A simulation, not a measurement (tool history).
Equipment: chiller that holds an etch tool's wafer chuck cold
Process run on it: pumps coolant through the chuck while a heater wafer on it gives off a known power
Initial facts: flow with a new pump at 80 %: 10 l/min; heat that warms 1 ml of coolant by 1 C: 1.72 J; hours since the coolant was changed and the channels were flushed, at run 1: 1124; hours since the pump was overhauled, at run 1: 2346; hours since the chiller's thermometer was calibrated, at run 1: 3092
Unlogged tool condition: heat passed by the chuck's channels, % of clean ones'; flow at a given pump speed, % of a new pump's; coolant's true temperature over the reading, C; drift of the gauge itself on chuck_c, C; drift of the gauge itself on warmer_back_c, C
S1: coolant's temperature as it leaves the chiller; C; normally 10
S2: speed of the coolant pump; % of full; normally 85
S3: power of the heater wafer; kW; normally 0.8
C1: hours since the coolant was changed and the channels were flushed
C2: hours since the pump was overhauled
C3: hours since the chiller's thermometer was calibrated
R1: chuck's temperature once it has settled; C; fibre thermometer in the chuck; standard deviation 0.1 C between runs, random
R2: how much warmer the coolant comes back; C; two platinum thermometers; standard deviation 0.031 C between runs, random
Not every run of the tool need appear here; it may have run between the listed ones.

run,hour,S1,S2,S3,C1,C2,C3,R1,R2
1,0,10,85,0.8,1124,2346,3092,15.5,2.66
2,78.9,10,85,0.437,1203,2425,3171,13,1.46
3,181.1,10,85,0.437,1305,2527,3273,13.1,1.47
4,270.9,8,85,0.437,1395,2617,3363,11.1,1.44
5,379.1,10,85,0.8,1503,2725,3471,15.4,2.72
6,461.1,10,85,0.8,1585,2807,3553,15.6,2.71
7,539.4,10,78,0.8,1663,2886,3632,15.9,2.95
8,601.1,10,78,0.8,1725,2947,3693,16,2.97
9,663.7,10,78,0.747,1788,3010,3756,15.5,2.81
10,740.2,10,81,0.747,1864,3086,3832,15.5,2.7
11,787.5,10,81,0.747,1911,3134,3880,15.3,2.74
12,898.7,10,81,0.747,2023,3245,3991,15.2,2.79
13,950.3,10,85,0.8,2074,3297,4042,15.5,2.79
# hour 1012.7: chiller's thermometer calibrated
14,1024.7,10,85,0.8,2148,3370,12,15.6,2.92
15,1094.8,10,88,0.8,2218,3440,82,15.3,2.78
# hour 1152.5: gauge calibrated
16,1173.3,11,85,0.8,2296,3518,161,16.5,2.6
17,1284.1,17,85,1.165,2407,3629,271,24.9,3.8
18,1375.3,17,85,1.165,2498,3720,363,25,3.82
19,1479.8,17,85,1.165,2603,3825,467,25.1,3.85
20,1564.7,17,85,1.165,2688,3910,552,24.9,3.89
21,1615.9,13,85,0.695,2739,3961,603,17.9,2.4
22,1662,4,85,0.451,2785,4007,649,7.1,1.59
23,1722,4,85,0.451,2845,4067,709,7.1,1.55
24,1829.3,4,85,0.451,2952,4174,817,7.1,1.62
25,1884.3,4,85,0.547,3007,4229,872,7.7,1.95
# hour 1919.8: coolant changed, channels flushed
26,1995.7,6,65,0.572,76,4335,977,11.1,2.67
27,2052.4,14,71,0.577,133,4392,1034,18.8,2.47
28,2145.3,1,71,0.577,225,4484,1127,5.7,2.49
# hour 2207.6: gauge calibrated
29,2240.7,1,71,0.577,321,4580,1222,5.8,2.28
30,2352.1,1,85,1.175,432,4691,1333,9.1,3.93
31,2442.2,16,81,0.56,522,4781,1424,20.2,2.01
# hour 2481.2: coolant pump overhauled
32,2502.6,14,85,0.437,578,21,1479,16.8,1.48

Below, each run's measurement less what the same run would have read without the hidden state. Both values contain the same run-to-run variation, but the gauge's scatter may not be the same in both:
run,R2
1,+0.01
2,+0.02
3,+0.04
4,+0.06
5,+0.09
6,+0.11
7,+0.12
8,+0.14
9,+0.16
10,+0.17
11,+0.18
12,+0.21
13,+0.22
14,+0.23
15,+0.25
16,+0.01
17,+0.04
18,+0.06
19,+0.08
20,+0.1
21,+0.11
22,+0.12
23,+0.13
24,+0.16
25,+0.17
26,+0.19
27,+0.2
28,+0.22
29,+0.02
30,+0.05
31,+0.06
32,+0.06
R1: within 0.1 C of the measured result in every run.
